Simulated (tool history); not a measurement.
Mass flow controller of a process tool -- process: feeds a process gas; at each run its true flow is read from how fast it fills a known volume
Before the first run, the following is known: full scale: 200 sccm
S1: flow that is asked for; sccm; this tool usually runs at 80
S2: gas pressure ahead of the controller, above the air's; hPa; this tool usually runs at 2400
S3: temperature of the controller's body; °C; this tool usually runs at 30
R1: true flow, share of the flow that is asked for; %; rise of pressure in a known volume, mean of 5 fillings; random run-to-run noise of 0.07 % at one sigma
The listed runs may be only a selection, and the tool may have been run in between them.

run,hour,S1,S2,S3,R1
1,0.0,80,2400,30,99.16
2,170.8,80,2030,30,99.04
3,349.1,80,1470,30,98.84
4,423.2,80,1470,30,98.87
5,572.8,80,1470,30,98.75
6,707.5,80,2400,30,99.10
7,828.8,80,2400,28,99.41
8,917.7,80,2690,28,99.62
9,996.3,32,2400,30,99.00
10,1148.7,102,2400,30,99.48
11,1230.1,102,2400,30,99.29
12,1372.4,80,2400,30,99.32
13,1519.4,80,2400,30,99.39
14,1596.1,80,2400,30,99.27
15,1737.7,80,2400,30,99.28
16,1832.7,80,2400,30,99.32
17,1935.3,166,2400,30,99.92
18,2081.2,166,2400,30,99.96
19,2168.2,80,2400,28,99.54
20,2329.7,80,2400,28,99.56
21,2443.5,62,2400,30,99.22
22,2597.7,62,2400,30,99.43
23,2777.3,62,2400,30,99.52
24,2957.5,80,2400,30,99.59
25,3107.8,80,2400,30,99.76
26,3284.2,45,1640,22,99.77
27,3412.3,80,1640,21,99.97
28,3580.2,80,1640,21,100.09
29,3665.4,74,2040,21,100.19
30,3777.4,74,2040,21,100.13
31,3874.1,100,2400,30,99.87
32,4004.9,69,1620,30,99.50
33,4185.4,123,1420,36,99.31
# hour 4227.3: controller's zero set anew
34,4304.0,22,1660,39,98.52
35,4484.0,22,1660,39,98.67
36,4616.5,22,1660,39,98.72
37,4740.2,20,2360,38,98.95
# hour 4783.9: gauge calibrated
38,4839.6,125,2260,37,98.81
39,4987.6,30,2400,30,98.78
40,5089.5,37,2760,29,99.10
41,5216.4,71,1880,34,98.72
42,5391.3,71,1880,34,98.61
43,5552.6,35,2120,32,98.68
44,5718.6,35,2120,32,98.69
45,5853.0,148,1960,38,98.99
46,5988.9,171,2360,30,99.82
47,6142.4,150,2370,28,99.90

Predict each of these 3 candidate next runs independently; none follows another, all start after run 47:
A,6318.6,29,2370,36,?
B,6318.6,87,1920,32,?
C,6318.6,43,1500,35,?

run,R1
A,98.54
B,99.05
C,98.39
What these runs would have given with no unlogged condition in the tool:
run,R1
A,98.28
B,98.79
C,98.13

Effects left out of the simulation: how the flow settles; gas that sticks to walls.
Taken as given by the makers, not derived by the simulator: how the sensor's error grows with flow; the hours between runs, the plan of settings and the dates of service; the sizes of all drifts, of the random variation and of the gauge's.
